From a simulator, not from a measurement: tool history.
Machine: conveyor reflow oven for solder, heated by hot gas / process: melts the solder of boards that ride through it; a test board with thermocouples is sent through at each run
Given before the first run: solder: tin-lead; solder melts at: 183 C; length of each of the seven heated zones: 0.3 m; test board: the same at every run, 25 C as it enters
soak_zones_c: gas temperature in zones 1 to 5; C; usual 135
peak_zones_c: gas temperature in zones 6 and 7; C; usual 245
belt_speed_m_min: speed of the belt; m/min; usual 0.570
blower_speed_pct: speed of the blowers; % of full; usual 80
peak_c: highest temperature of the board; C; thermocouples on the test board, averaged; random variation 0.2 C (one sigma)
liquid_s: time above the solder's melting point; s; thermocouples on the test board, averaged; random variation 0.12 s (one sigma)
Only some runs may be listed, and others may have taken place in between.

run   hour  soak_zones_c  peak_zones_c  belt_speed_m_min  blower_speed_pct  peak_c  liquid_s
  1    0.0           135           245             0.570                80   222.5      49.6
  2   11.8           135           245             0.570                80   222.8      49.3
  3   39.7           135           245             0.570                80   222.6      49.2
  4   57.0           135           240             0.570                80   217.6      46.8
  5   79.2           135           240             0.570                80   217.9      46.4
  6   95.4           135           240             0.570                80   218.0      46.4
  7  109.6           135           240             0.570                80   217.7      46.2
  8  134.5           135           240             0.570                80   217.5      46.3
  9  150.4           135           240             0.570                80   217.3      46.2
 10  175.9           135           240             0.570                65   213.3      43.0
 11  199.0           135           240             0.570                65   213.0      43.0
 12  218.7           135           240             0.570                65   213.5      42.6
 13  237.5           150           245             0.570                80   224.2      54.9
 14  255.7           132           245             0.570                80   219.8      46.9
 15  279.0           132           245             0.570                80   220.0      47.0
     310.7  -- flux residue cleaned out of gas plates and filters
 16  310.8           132           245             0.570                80   223.3      49.4
 17  326.5           120           245             0.570                58   214.7      39.7
 18  347.7           135           256             0.570                66   229.4      53.1
 19  360.8           140           256             0.614                66   226.9      49.3
 20  374.5           140           251             0.603                65   223.3      48.4
     386.9  -- thermocouples of zones 6 and 7 changed
 21  390.8           140           258             0.489                62   238.3      68.2
 22  413.4           136           259             0.572                88   238.6      57.5
 23  433.6           136           259             0.572                88   238.4      57.4
 24  458.0           127           259             0.572                88   236.4      54.5
 25  482.4           127           259             0.572                88   236.3      54.4
 26  501.2           144           246             0.648                68   218.4      43.1
 27  520.6           148           246             0.624                68   220.8      47.5
 28  533.6           136           245             0.511                84   228.6      59.9
 29  548.3           136           245             0.511                84   228.2      59.6

Run 30 is up next; what results do you expect?
 30  572.2           135           259             0.570                52       ?         ?

For run 30 the tool returned peak_c 226.1 C, liquid_s 51.5 s.
With no hidden state in the tool, this same run would have given peak_c 227.5 C, liquid_s 51.7 s.
